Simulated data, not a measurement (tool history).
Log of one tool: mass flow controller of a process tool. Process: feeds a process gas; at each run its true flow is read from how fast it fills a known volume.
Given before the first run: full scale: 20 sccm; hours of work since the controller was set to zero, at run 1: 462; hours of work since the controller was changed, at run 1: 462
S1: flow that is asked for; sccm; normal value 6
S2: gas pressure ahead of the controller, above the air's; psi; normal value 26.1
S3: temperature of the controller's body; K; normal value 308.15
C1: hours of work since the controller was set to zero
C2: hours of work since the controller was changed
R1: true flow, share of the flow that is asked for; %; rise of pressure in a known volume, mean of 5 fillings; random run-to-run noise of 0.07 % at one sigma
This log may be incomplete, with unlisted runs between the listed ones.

run	hour	S1	S2	S3	C1	C2	R1
1	0.0	6	26.1	308.15	462	462	97.05
2	75.0	6	26.1	308.15	487	487	97.10
3	132.3	6	26.1	308.15	506	506	97.11
4	196.2	6	21.2	308.15	527	527	97.18
5	231.4	6	21.2	294.15	538	538	98.66
6	303.5	6	21.2	294.15	562	562	98.71
7	345.1	6	26.1	308.15	575	575	97.03
8	413.2	6	22.2	308.15	597	597	97.01
9	463.7	6	22.2	308.15	614	614	96.94
10	514.2	6	26.1	312.15	630	630	96.67
11	561.9	7	26.1	312.15	646	646	96.81
12	606.3	6	26.1	308.15	661	661	97.10
13	649.9	6	26.1	308.15	675	675	97.04
14	700.0	6	26.1	308.15	691	691	97.00
15	748.3	6	26.1	308.15	707	707	96.97
16	815.0	6	26.1	308.15	729	729	97.15
17	879.2	6	26.1	308.15	750	750	96.99
18	920.1	6	26.1	294.15	763	763	98.49
19	957.2	6	26.1	294.15	775	775	98.52
20	1018.5	6	26.1	294.15	795	795	98.54
21	1065.7	6	26.1	294.15	811	811	98.50
22	1113.4	6	26.1	308.15	826	826	96.97
23	1166.9	6	26.1	308.15	844	844	96.90
24	1211.7	6	26.1	308.15	858	858	97.00
25	1276.6	6	26.1	308.15	880	880	96.77
26	1328.1	10	26.1	298.15	896	896	98.65
27	1402.9	10	26.1	298.15	921	921	98.65
28	1470.0	6	26.1	302.15	943	943	97.61
29	1502.6	6	26.1	302.15	953	953	97.65
30	1547.3	15	26.1	309.15	968	968	98.15
31	1587.5	3	35.1	309.15	981	981	95.79
32	1645.4	6	21.5	306.15	1000	1000	96.97
33	1718.2	6	20.6	306.15	1024	1024	96.98
34	1773.8	4	33.9	310.15	1042	1042	96.12
35	1845.6	6	26.4	294.15	1065	1065	98.42
36	1908.9	6	25.4	293.15	1086	1086	98.42
37	1943.6	6	25.4	293.15	1097	1097	98.39
38	1994.6	6	26.1	310.15	1114	1114	96.62
39	2069.1	6	36.1	304.15	1138	1138	97.39
40	2111.0	7	20.5	295.15	1152	1152	98.35
41	2149.2	5	26.1	298.15	1165	1165	97.50
42	2224.0	5	26.1	298.15	1189	1189	97.57
43	2278.5	5	26.1	298.15	1207	1207	97.60
44	2335.7	16	31.5	303.15	1226	1226	98.84
45	2381.4	3	27.1	306.15	1240	1240	95.78
46	2427.7	3	26.3	308.15	1256	1256	95.46
47	2459.2	13	26.1	308.15	1266	1266	98.06

How would selected steps in R1 from run to run divide? Give the signed amount a tool lacking its hidden state would still show from settings, what came in and random variation, and the signed amount left for the hidden state, including any gauge scatter that is not in both of the compared results.
The hidden state here: flow at rest that the sensor doesn't see, % of full scale; true flow over the shown one, %; drift of the gauge itself on true_pct, %.
Run 30 -> 31: S1 15 -> 3, S2 26.1 -> 35.1. R1 -2.36 %: hidden state -1.20, all else -1.16.
Run 44 -> 45: S1 16 -> 3, S2 31.5 -> 27.1, S3 303.15 -> 306.15. R1 -3.06 %: hidden state -1.52, all else -1.54.
Run 46 -> 47: S1 3 -> 13, S2 26.3 -> 26.1. R1 +2.60 %: hidden state +1.46, all else +1.14.
